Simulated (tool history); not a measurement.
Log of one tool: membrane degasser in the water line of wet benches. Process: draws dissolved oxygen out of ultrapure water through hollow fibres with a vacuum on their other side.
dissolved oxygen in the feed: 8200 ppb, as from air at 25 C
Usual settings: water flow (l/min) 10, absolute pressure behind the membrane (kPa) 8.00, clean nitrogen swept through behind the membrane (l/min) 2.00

| run | hour | water flow (l/min) | absolute pressure behind the membrane (kPa) | clean nitrogen swept through behind the membrane (l/min) | dissolved oxygen in the water behind the degasser (ppb) | pressure that the water loses in the fibres (kPa) |
|---|---|---|---|---|---|---|
| 1 | 0.0 | 10 | 8.00 | 2.00 | 65.6 | 37.42 |
| 2 | 56.6 | 10 | 8.00 | 0.88 | 135.5 | 37.72 |
| 3 | 108.8 | 10 | 8.00 | 0.88 | 132.3 | 37.77 |
| 4 | 158.5 | 10 | 5.63 | 2.00 | 36.1 | 37.66 |
| 5 | 201.3 | 12 | 5.63 | 2.00 | 47.6 | 45.00 |
| 6 | 270.3 | 12 | 5.63 | 2.00 | 47.7 | 45.17 |
| 7 | 338.7 | 12 | 5.63 | 0.80 | 96.4 | 45.33 |
| 8 | 410.7 | 12 | 5.63 | 2.58 | 39.0 | 45.31 |
| 9 | 464.5 | 10 | 6.83 | 2.00 | 51.0 | 37.82 |
| 10 | 552.6 | 10 | 8.00 | 2.00 | 65.0 | 37.56 |
| 11 | 593.9 | 10 | 8.00 | 2.00 | 64.2 | 37.51 |
| 12 | 650.8 | 10 | 8.00 | 5.29 | 28.8 | 37.72 |
| 13 | 722.5 | 10 | 8.00 | 5.29 | 28.7 | 37.74 |
| 14 | 778.1 | 10 | 5.08 | 4.91 | 15.7 | 37.52 |
| 15 | 818.6 | 10 | 5.08 | 4.91 | 15.7 | 37.75 |
| 16 | 905.5 | 10 | 5.08 | 4.91 | 15.4 | 37.68 |
| 17 | 977.8 | 10 | 5.08 | 4.91 | 15.7 | 37.55 |
| 18 | 1041.3 | 10 | 7.42 | 0.95 | 110.6 | 37.88 |
| 19 | 1128.2 | 10 | 7.42 | 0.95 | 111.1 | 37.50 |

The next listed run, before its measurement:
| 20 | 1218.4 | 13 | 10.94 | 0.95 | ? | ? |

dissolved oxygen in the water behind the degasser (ppb): 254.2
pressure that the water loses in the fibres (kPa): 48.58
Without the tool's hidden state the same run would have given dissolved oxygen in the water behind the degasser (ppb) 253.9, pressure that the water loses in the fibres (kPa) 48.56.

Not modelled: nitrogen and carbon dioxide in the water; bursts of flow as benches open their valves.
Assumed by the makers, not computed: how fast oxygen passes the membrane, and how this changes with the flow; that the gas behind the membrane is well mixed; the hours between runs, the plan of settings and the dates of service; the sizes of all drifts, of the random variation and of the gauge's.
